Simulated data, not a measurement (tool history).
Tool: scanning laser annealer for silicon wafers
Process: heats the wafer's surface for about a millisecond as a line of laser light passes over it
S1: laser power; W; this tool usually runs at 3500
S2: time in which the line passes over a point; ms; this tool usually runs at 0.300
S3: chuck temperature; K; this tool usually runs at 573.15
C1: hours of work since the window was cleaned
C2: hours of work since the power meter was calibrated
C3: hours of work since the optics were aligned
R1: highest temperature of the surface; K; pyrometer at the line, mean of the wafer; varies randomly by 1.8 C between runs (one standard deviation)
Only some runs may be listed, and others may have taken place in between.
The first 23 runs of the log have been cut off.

| run | hour | S1 | S2 | S3 | C1 | C2 | C3 | R1 |
|---|---|---|---|---|---|---|---|---|
| 24 | 542.7 | 3500 | 0.316 | 610.15 | 107 | 32 | 843 | 1306.15 |
| 25 | 557.8 | 3372 | 0.245 | 568.15 | 116 | 40 | 851 | 1150.15 |
| 26 | 585.2 | 3500 | 0.243 | 549.15 | 131 | 55 | 866 | 1156.15 |
| 27 | 600.6 | 3500 | 0.243 | 549.15 | 139 | 64 | 875 | 1152.15 |
| 28 | 632.6 | 3500 | 0.379 | 551.15 | 157 | 81 | 892 | 1316.15 |
| 29 | 659.7 | 3598 | 0.230 | 568.15 | 172 | 96 | 907 | 1175.15 |
| 30 | 687.4 | 3598 | 0.230 | 568.15 | 187 | 111 | 922 | 1174.15 |
| 31 | 707.8 | 3598 | 0.230 | 568.15 | 198 | 122 | 934 | 1174.15 |
| 32 | 728.0 | 3100 | 0.230 | 567.15 | 209 | 133 | 945 | 1064.15 |
| 33 | 756.6 | 3500 | 0.271 | 612.15 | 225 | 149 | 960 | 1247.15 |
|  | 788.6 | optics aligned, line set to its width |
| 34 | 788.6 | 3500 | 0.271 | 612.15 | 239 | 164 | 0 | 1251.15 |
| 35 | 816.5 | 3374 | 0.358 | 573.15 | 255 | 179 | 15 | 1275.15 |
| 36 | 838.8 | 3840 | 0.242 | 573.15 | 267 | 192 | 28 | 1250.15 |
| 37 | 861.3 | 3317 | 0.330 | 538.15 | 279 | 204 | 40 | 1192.15 |
| 38 | 888.5 | 3317 | 0.330 | 538.15 | 294 | 219 | 55 | 1192.15 |
| 39 | 902.2 | 3500 | 0.321 | 573.15 | 302 | 226 | 62 | 1261.15 |
| 40 | 927.8 | 3174 | 0.290 | 550.15 | 316 | 240 | 76 | 1124.15 |

Each row is a separate what-if for the run after 40, all from the same tool condition, not one after another. Results?
| A | 953.4 | 3182 | 0.377 | 552.15 | 330 | 254 | 90 | ? |
| B | 953.4 | 3199 | 0.290 | 550.15 | 330 | 254 | 90 | ? |
| C | 953.4 | 3609 | 0.332 | 559.15 | 330 | 254 | 90 | ? |

| run | R1 |
|---|---|
| A | 1209.15 |
| B | 1130.15 |
| C | 1284.15 |
With the hidden condition removed and each run's random variation left untouched, the same runs would have given:
| run | R1 |
|---|---|
| A | 1246.15 |
| B | 1162.15 |
| C | 1325.15 |

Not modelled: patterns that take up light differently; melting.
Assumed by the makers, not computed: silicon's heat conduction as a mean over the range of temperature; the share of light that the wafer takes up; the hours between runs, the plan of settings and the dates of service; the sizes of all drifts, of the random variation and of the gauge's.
